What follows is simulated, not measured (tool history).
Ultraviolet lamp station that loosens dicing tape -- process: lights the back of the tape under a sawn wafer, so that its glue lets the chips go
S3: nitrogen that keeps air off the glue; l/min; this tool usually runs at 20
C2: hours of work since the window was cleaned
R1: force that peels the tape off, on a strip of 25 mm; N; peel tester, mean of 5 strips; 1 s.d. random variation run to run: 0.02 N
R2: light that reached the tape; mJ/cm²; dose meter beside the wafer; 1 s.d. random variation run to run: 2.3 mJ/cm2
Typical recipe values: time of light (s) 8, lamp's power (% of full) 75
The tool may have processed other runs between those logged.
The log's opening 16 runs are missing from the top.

{"run": 17, "hour": 367.2, "time of light (s)": 8, "lamp's power (% of full)": 79, "S3": 20, "hours of work of the lamp": 572, "C2": 611, "R1": 1.817, "R2": 147}
{"run": 18, "hour": 396.6, "time of light (s)": 8, "lamp's power (% of full)": 79, "S3": 20, "hours of work of the lamp": 595, "C2": 634, "R1": 1.872, "R2": 146}
{"hour": 408.3, "done": "window cleaned of glue's vapour"}
{"run": 19, "hour": 426.0, "time of light (s)": 8, "lamp's power (% of full)": 79, "S3": 20, "hours of work of the lamp": 618, "C2": 14, "R1": 1.54, "R2": 163}
{"run": 20, "hour": 463.0, "time of light (s)": 8, "lamp's power (% of full)": 73, "S3": 20, "hours of work of the lamp": 647, "C2": 43, "R1": 1.74, "R2": 148}
{"run": 21, "hour": 481.7, "time of light (s)": 8, "lamp's power (% of full)": 75, "S3": 20, "hours of work of the lamp": 661, "C2": 57, "R1": 1.669, "R2": 150}
{"run": 22, "hour": 507.6, "time of light (s)": 8, "lamp's power (% of full)": 69, "S3": 20, "hours of work of the lamp": 681, "C2": 77, "R1": 2.056, "R2": 139}
{"hour": 522.1, "done": "lamp changed"}
{"run": 23, "hour": 527.1, "time of light (s)": 4, "lamp's power (% of full)": 75, "S3": 19, "hours of work of the lamp": 4, "C2": 92, "R1": 2.953, "R2": 99}
{"run": 24, "hour": 549.2, "time of light (s)": 4, "lamp's power (% of full)": 75, "S3": 19, "hours of work of the lamp": 21, "C2": 109, "R1": 3.102, "R2": 103}
{"run": 25, "hour": 580.6, "time of light (s)": 7, "lamp's power (% of full)": 75, "S3": 36, "hours of work of the lamp": 45, "C2": 133, "R1": 0.93, "R2": 172}
{"run": 26, "hour": 595.9, "time of light (s)": 8, "lamp's power (% of full)": 75, "S3": 29, "hours of work of the lamp": 57, "C2": 145, "R1": 0.786, "R2": 199}
{"run": 27, "hour": 611.6, "time of light (s)": 12, "lamp's power (% of full)": 75, "S3": 20, "hours of work of the lamp": 70, "C2": 157, "R1": 0.497, "R2": 295}
{"run": 28, "hour": 646.1, "time of light (s)": 8, "lamp's power (% of full)": 62, "S3": 20, "hours of work of the lamp": 96, "C2": 184, "R1": 1.566, "R2": 160}
{"run": 29, "hour": 674.2, "time of light (s)": 8, "lamp's power (% of full)": 62, "S3": 20, "hours of work of the lamp": 118, "C2": 206, "R1": 1.637, "R2": 159}
{"run": 30, "hour": 693.2, "time of light (s)": 12, "lamp's power (% of full)": 75, "S3": 19, "hours of work of the lamp": 133, "C2": 221, "R1": 0.551, "R2": 283}
{"run": 31, "hour": 723.6, "time of light (s)": 14, "lamp's power (% of full)": 94, "S3": 12, "hours of work of the lamp": 157, "C2": 244, "R1": 0.375, "R2": 405}
{"run": 32, "hour": 750.4, "time of light (s)": 14, "lamp's power (% of full)": 94, "S3": 12, "hours of work of the lamp": 178, "C2": 265, "R1": 0.394, "R2": 400}
{"run": 33, "hour": 770.4, "time of light (s)": 9, "lamp's power (% of full)": 75, "S3": 32, "hours of work of the lamp": 193, "C2": 281, "R1": 0.697, "R2": 201}
{"run": 34, "hour": 786.3, "time of light (s)": 8, "lamp's power (% of full)": 83, "S3": 26, "hours of work of the lamp": 205, "C2": 293, "R1": 0.89, "R2": 200}
{"run": 35, "hour": 811.4, "time of light (s)": 8, "lamp's power (% of full)": 90, "S3": 18, "hours of work of the lamp": 225, "C2": 313, "R1": 1.03, "R2": 213}
{"run": 36, "hour": 832.7, "time of light (s)": 13, "lamp's power (% of full)": 75, "S3": 6, "hours of work of the lamp": 242, "C2": 329, "R1": 1.528, "R2": 289}
{"run": 37, "hour": 849.9, "time of light (s)": 11, "lamp's power (% of full)": 89, "S3": 12, "hours of work of the lamp": 255, "C2": 343, "R1": 0.842, "R2": 288}

Run 38 has not been measured yet. What should we expect?
{"run": 38, "hour": 866.7, "time of light (s)": 11, "lamp's power (% of full)": 89, "S3": 12, "hours of work of the lamp": 268, "C2": 356, "R1": "?", "R2": "?"}

{"run 38": {"R1": 0.835, "R2": 283}}
Without the tool's hidden state the same run would have given R1 0.544 N, R2 348 mJ/cm².

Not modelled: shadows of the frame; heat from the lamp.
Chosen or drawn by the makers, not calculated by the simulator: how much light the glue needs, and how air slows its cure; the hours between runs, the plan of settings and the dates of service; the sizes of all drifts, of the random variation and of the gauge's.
